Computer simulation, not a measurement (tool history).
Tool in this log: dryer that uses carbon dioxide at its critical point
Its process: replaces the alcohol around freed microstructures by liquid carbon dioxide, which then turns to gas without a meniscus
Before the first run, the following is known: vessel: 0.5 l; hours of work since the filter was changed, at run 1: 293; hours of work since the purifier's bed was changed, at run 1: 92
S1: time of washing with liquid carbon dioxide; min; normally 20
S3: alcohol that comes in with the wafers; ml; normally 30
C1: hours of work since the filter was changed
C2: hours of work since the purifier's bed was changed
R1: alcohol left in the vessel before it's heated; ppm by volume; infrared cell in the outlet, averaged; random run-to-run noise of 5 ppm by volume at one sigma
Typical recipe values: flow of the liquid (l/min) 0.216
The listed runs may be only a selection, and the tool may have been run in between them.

{"run": 1, "day": 0.0, "S1": 20, "flow of the liquid (l/min)": 0.216, "S3": 30, "C1": 293, "C2": 92, "R1": 68}
{"day": 1.254, "done": "inlet filter changed"}
{"run": 2, "day": 2.296, "S1": 20, "flow of the liquid (l/min)": 0.216, "S3": 38, "C1": 13, "C2": 120, "R1": 62}
{"run": 3, "day": 4.171, "S1": 20, "flow of the liquid (l/min)": 0.216, "S3": 38, "C1": 37, "C2": 144, "R1": 80}
{"run": 4, "day": 5.646, "S1": 20, "flow of the liquid (l/min)": 0.216, "S3": 38, "C1": 56, "C2": 163, "R1": 67}
{"run": 5, "day": 7.775, "S1": 20, "flow of the liquid (l/min)": 0.216, "S3": 24, "C1": 83, "C2": 190, "R1": 55}
{"run": 6, "day": 9.692, "S1": 20, "flow of the liquid (l/min)": 0.216, "S3": 24, "C1": 107, "C2": 214, "R1": 68}
{"run": 7, "day": 11.479, "S1": 26, "flow of the liquid (l/min)": 0.216, "S3": 30, "C1": 130, "C2": 237, "R1": 53}
{"run": 8, "day": 12.862, "S1": 20, "flow of the liquid (l/min)": 0.216, "S3": 30, "C1": 147, "C2": 254, "R1": 74}
{"run": 9, "day": 14.142, "S1": 20, "flow of the liquid (l/min)": 0.216, "S3": 30, "C1": 163, "C2": 270, "R1": 80}
{"run": 10, "day": 15.383, "S1": 28, "flow of the liquid (l/min)": 0.216, "S3": 30, "C1": 179, "C2": 286, "R1": 46}
{"run": 11, "day": 17.525, "S1": 28, "flow of the liquid (l/min)": 0.216, "S3": 30, "C1": 206, "C2": 313, "R1": 51}
{"run": 12, "day": 20.025, "S1": 20, "flow of the liquid (l/min)": 0.216, "S3": 30, "C1": 238, "C2": 345, "R1": 94}
{"run": 13, "day": 21.979, "S1": 20, "flow of the liquid (l/min)": 0.216, "S3": 30, "C1": 263, "C2": 370, "R1": 97}
{"run": 14, "day": 23.788, "S1": 30, "flow of the liquid (l/min)": 0.216, "S3": 30, "C1": 286, "C2": 392, "R1": 62}
{"run": 15, "day": 24.829, "S1": 30, "flow of the liquid (l/min)": 0.216, "S3": 30, "C1": 299, "C2": 406, "R1": 60}
{"day": 25.596, "done": "inlet filter changed"}
{"run": 16, "day": 26.417, "S1": 30, "flow of the liquid (l/min)": 0.216, "S3": 30, "C1": 10, "C2": 425, "R1": 70}
{"run": 17, "day": 28.588, "S1": 29, "flow of the liquid (l/min)": 0.216, "S3": 30, "C1": 38, "C2": 453, "R1": 71}
{"run": 18, "day": 30.167, "S1": 29, "flow of the liquid (l/min)": 0.216, "S3": 30, "C1": 58, "C2": 473, "R1": 64}
{"run": 19, "day": 31.254, "S1": 20, "flow of the liquid (l/min)": 0.216, "S3": 30, "C1": 72, "C2": 487, "R1": 110}
{"run": 20, "day": 32.429, "S1": 20, "flow of the liquid (l/min)": 0.216, "S3": 30, "C1": 87, "C2": 501, "R1": 111}
{"run": 21, "day": 34.15, "S1": 25, "flow of the liquid (l/min)": 0.216, "S3": 30, "C1": 108, "C2": 523, "R1": 85}
{"run": 22, "day": 36.371, "S1": 25, "flow of the liquid (l/min)": 0.216, "S3": 30, "C1": 137, "C2": 551, "R1": 90}
{"run": 23, "day": 37.396, "S1": 20, "flow of the liquid (l/min)": 0.216, "S3": 30, "C1": 149, "C2": 564, "R1": 129}
{"run": 24, "day": 39.5, "S1": 20, "flow of the liquid (l/min)": 0.216, "S3": 30, "C1": 176, "C2": 591, "R1": 132}
{"run": 25, "day": 41.162, "S1": 20, "flow of the liquid (l/min)": 0.216, "S3": 30, "C1": 197, "C2": 612, "R1": 141}
{"run": 26, "day": 43.338, "S1": 22, "flow of the liquid (l/min)": 0.235, "S3": 33, "C1": 225, "C2": 640, "R1": 113}
{"run": 27, "day": 45.654, "S1": 16, "flow of the liquid (l/min)": 0.216, "S3": 28, "C1": 254, "C2": 669, "R1": 284}
{"run": 28, "day": 47.912, "S1": 23, "flow of the liquid (l/min)": 0.216, "S3": 52, "C1": 283, "C2": 698, "R1": 139}
{"run": 29, "day": 49.108, "S1": 19, "flow of the liquid (l/min)": 0.288, "S3": 39, "C1": 298, "C2": 713, "R1": 113}
{"day": 49.942, "done": "inlet filter changed"}
{"run": 30, "day": 51.125, "S1": 20, "flow of the liquid (l/min)": 0.304, "S3": 73, "C1": 15, "C2": 738, "R1": 113}
{"run": 31, "day": 52.225, "S1": 28, "flow of the liquid (l/min)": 0.335, "S3": 25, "C1": 29, "C2": 752, "R1": 118}
{"run": 32, "day": 53.854, "S1": 28, "flow of the liquid (l/min)": 0.335, "S3": 101, "C1": 50, "C2": 772, "R1": 117}
{"run": 33, "day": 55.846, "S1": 17, "flow of the liquid (l/min)": 0.169, "S3": 101, "C1": 75, "C2": 798, "R1": 1551}
{"run": 34, "day": 57.721, "S1": 17, "flow of the liquid (l/min)": 0.169, "S3": 101, "C1": 99, "C2": 821, "R1": 1544}
{"run": 35, "day": 60.092, "S1": 17, "flow of the liquid (l/min)": 0.169, "S3": 101, "C1": 129, "C2": 851, "R1": 1574}
{"run": 36, "day": 61.412, "S1": 17, "flow of the liquid (l/min)": 0.169, "S3": 101, "C1": 145, "C2": 868, "R1": 1652}
{"run": 37, "day": 62.838, "S1": 17, "flow of the liquid (l/min)": 0.169, "S3": 101, "C1": 163, "C2": 886, "R1": 1656}
{"run": 38, "day": 65.179, "S1": 18, "flow of the liquid (l/min)": 0.2, "S3": 30, "C1": 193, "C2": 916, "R1": 272}
{"run": 39, "day": 67.633, "S1": 20, "flow of the liquid (l/min)": 0.216, "S3": 52, "C1": 224, "C2": 947, "R1": 204}
{"run": 40, "day": 69.554, "S1": 20, "flow of the liquid (l/min)": 0.216, "S3": 52, "C1": 248, "C2": 971, "R1": 221}

The next listed run, before its measurement:
{"run": 41, "day": 71.304, "S1": 20, "flow of the liquid (l/min)": 0.216, "S3": 52, "C1": 271, "C2": 993, "R1": "?"}

R1: 227 ppm by volume
With no hidden state in the tool, this same run would have given R1 54 ppm by volume.

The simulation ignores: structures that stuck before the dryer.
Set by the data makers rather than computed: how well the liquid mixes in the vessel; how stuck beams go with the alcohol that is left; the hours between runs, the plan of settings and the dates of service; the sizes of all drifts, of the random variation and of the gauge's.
